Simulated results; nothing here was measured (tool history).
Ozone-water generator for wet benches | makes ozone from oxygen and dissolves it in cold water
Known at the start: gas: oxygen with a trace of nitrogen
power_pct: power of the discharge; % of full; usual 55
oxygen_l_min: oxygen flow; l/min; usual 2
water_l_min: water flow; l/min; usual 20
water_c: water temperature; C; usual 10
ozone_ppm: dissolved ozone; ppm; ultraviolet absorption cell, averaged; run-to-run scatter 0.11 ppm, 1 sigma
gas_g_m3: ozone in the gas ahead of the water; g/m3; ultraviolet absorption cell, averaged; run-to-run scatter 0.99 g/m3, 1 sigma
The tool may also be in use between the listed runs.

run	hour	power_pct	oxygen_l_min	water_l_min	water_c	ozone_ppm	gas_g_m3
1	0	55	2	20	10	7.1	150.3
2	80.7	55	2	20	10	7.2	147.7
3	173.5	55	2	20	10	7.3	148.7
4	237.5	55	1.62	20	10	6.7	166.2
5	319.2	55	1.62	20	10	6.8	165.1
6	416.1	55	2.68	20	10	7.4	123.1
7	496	55	2.68	20	10	7.5	122.5
8	543.2	99	2.68	20	10	11.3	192.2
9	608.2	99	2.68	20	10	11.5	191
10	717.9	99	1.67	20	10	10.1	247.2
11	764.3	55	2	17	16	7.7	143.6
12	824.1	55	2.82	15	11	9.4	117

Predict each of these 4 candidate next runs independently; none follows another, all start after run 12:
A	896.4	58	2	20	8	?	?
B	896.4	63	1.28	15	11	?	?
C	896.4	46	2.82	14	13	?	?
D	896.4	57	2.01	15	17	?	?

run	ozone_ppm	gas_g_m3
A	7.3	147.9
B	8.9	201.5
C	8.6	102.5
D	8.7	146.6
The same runs, with their run-to-run variation unchanged, on a tool lacking any hidden condition would have given:
run	ozone_ppm	gas_g_m3
A	9.1	178
B	11.3	246.2
C	10.2	118.1
D	10.8	175.5

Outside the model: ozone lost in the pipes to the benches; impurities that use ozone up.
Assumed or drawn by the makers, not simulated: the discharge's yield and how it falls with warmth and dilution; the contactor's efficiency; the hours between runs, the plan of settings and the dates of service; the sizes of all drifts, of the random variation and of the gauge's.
